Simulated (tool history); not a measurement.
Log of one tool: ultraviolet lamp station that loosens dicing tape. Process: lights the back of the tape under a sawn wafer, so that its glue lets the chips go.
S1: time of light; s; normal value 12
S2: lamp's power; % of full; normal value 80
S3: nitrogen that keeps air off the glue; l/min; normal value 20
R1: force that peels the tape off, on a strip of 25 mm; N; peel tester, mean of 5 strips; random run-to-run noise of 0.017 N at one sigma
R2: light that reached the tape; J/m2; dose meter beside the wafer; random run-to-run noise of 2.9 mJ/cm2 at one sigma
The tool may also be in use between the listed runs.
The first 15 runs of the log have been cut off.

run	day	S1	S2	S3	R1	R2
16	36.450	12	80	9	2.340	3360
17	38.396	12	80	9	2.398	3320
18	42.329	15	71	17	1.318	3580
# day 44.521: window cleaned of glue's vapour
19	45.962	10	81	20	1.658	3150
20	49.858	11	81	20	1.361	3330
21	53.438	11	81	20	1.468	3270
22	55.954	22	62	16	0.713	4830
23	57.762	12	80	31	1.055	3390
24	60.646	12	80	31	1.061	3360
25	63.342	9	80	33	1.850	2430
26	64.996	17	71	25	0.803	4010
27	67.671	10	80	20	2.150	2540
28	71.738	12	71	33	1.608	2710
29	74.204	20	65	11	1.477	4010
30	76.867	20	65	11	1.505	3940
31	80.467	12	80	10	2.783	2820

Forecast each of these 3 alternatives for the next run:
# day 82.592: lamp changed
A	83.825	22	60	15	?	?
# day 82.592: lamp changed
B	83.825	12	73	28	?	?
# day 82.592: lamp changed
C	83.825	9	69	20	?	?

run	R1	R2
A	0.718	4940
B	1.280	3220
C	2.634	2310
Without the tool's unlogged condition, the same runs would have read:
run	R1	R2
A	0.445	5930
B	0.841	3860
C	1.972	2780

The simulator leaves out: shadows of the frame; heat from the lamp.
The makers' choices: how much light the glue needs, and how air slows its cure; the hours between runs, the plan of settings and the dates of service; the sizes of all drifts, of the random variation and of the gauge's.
